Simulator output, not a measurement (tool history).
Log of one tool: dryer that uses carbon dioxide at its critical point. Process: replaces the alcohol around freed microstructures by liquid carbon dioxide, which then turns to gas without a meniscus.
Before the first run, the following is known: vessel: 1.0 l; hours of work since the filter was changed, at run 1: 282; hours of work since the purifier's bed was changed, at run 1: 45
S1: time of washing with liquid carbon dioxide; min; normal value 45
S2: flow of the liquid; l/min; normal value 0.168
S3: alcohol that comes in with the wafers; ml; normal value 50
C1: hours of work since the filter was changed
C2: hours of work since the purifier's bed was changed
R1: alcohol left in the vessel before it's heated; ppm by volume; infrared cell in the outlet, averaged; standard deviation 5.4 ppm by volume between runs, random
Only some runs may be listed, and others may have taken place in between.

run,hour,S1,S2,S3,C1,C2,R1
1,0,45,0.168,50,282,45,225
2,24,45,0.168,56,291,53,247
3,42.2,45,0.168,56,297,60,248
# hour 46.5: inlet filter changed
4,74.5,45,0.168,56,10,71,173
5,97.7,45,0.168,56,18,79,172
6,123.5,45,0.168,56,27,88,181
7,139.5,45,0.168,63,33,94,190
8,156,31,0.168,50,39,100,912
9,183,45,0.14,50,49,110,424
10,213.7,29,0.14,50,59,120,2246
11,240.2,29,0.14,50,69,130,2267
12,258.3,45,0.12,50,75,136,835
13,288,45,0.12,50,86,147,864
14,321.8,45,0.12,50,98,159,893
15,349.7,45,0.12,50,108,169,895
16,374.3,45,0.164,50,117,178,207
17,400.6,45,0.168,50,126,187,183
18,415.9,45,0.246,50,131,192,32
19,440.9,45,0.246,50,140,201,36
20,463.6,45,0.246,50,148,209,37
21,487.1,35,0.168,50,157,218,646
22,502.1,35,0.168,50,162,223,641
23,529.7,35,0.168,50,172,233,647
24,564.9,35,0.13,50,184,245,1793
25,583.6,29,0.13,118,191,252,7564
26,607.2,33,0.144,118,199,260,3463
27,629.5,33,0.142,118,207,268,3790
28,657.8,33,0.156,118,217,278,2702
29,693.4,45,0.102,38,230,291,1423
30,709.8,46,0.105,37,236,297,1176
31,745.7,46,0.139,37,249,310,400
32,777.9,42,0.15,108,260,321,1178
33,813.1,42,0.15,108,273,334,1185
34,840,42,0.168,37,282,343,263
35,858.5,42,0.168,37,289,350,266
36,875.9,42,0.168,37,295,356,280
# hour 887.2: inlet filter changed
37,905.2,53,0.256,76,6,366,31
38,933.9,53,0.256,76,17,376,42
39,952.8,31,0.218,76,23,383,400
40,967.5,31,0.218,76,29,388,406
41,997,31,0.218,76,39,399,421
42,1017.5,67,0.251,50,46,406,50
43,1049.4,67,0.251,50,58,417,49
44,1081.4,65,0.251,68,69,429,53
45,1106,65,0.251,68,78,437,45
46,1141.8,57,0.168,50,91,450,74
47,1176.6,47,0.168,50,103,463,173
48,1193,47,0.236,50,109,468,63

Describe how what the log doesn't record of the tool's condition differs between the last listed run preceding each entry between runs and the first listed run following it.
From run 3 to run 4: inlet filter changed (hour 46.5)
  flow that reaches the vessel past the clogged filter, %: 91.9 -> 99.1; alcohol in the recycled carbon dioxide, ppm: 10.5 -> 11.6
  measured minus no-state result, R1: +96 -> +15 ppm by volume
From run 36 to run 37: inlet filter changed (hour 887.2)
  flow that reaches the vessel past the clogged filter, %: 91.3 -> 99.8; alcohol in the recycled carbon dioxide, ppm: 39 -> 39.9
  measured minus no-state result, R1: +123 -> +31 ppm by volume
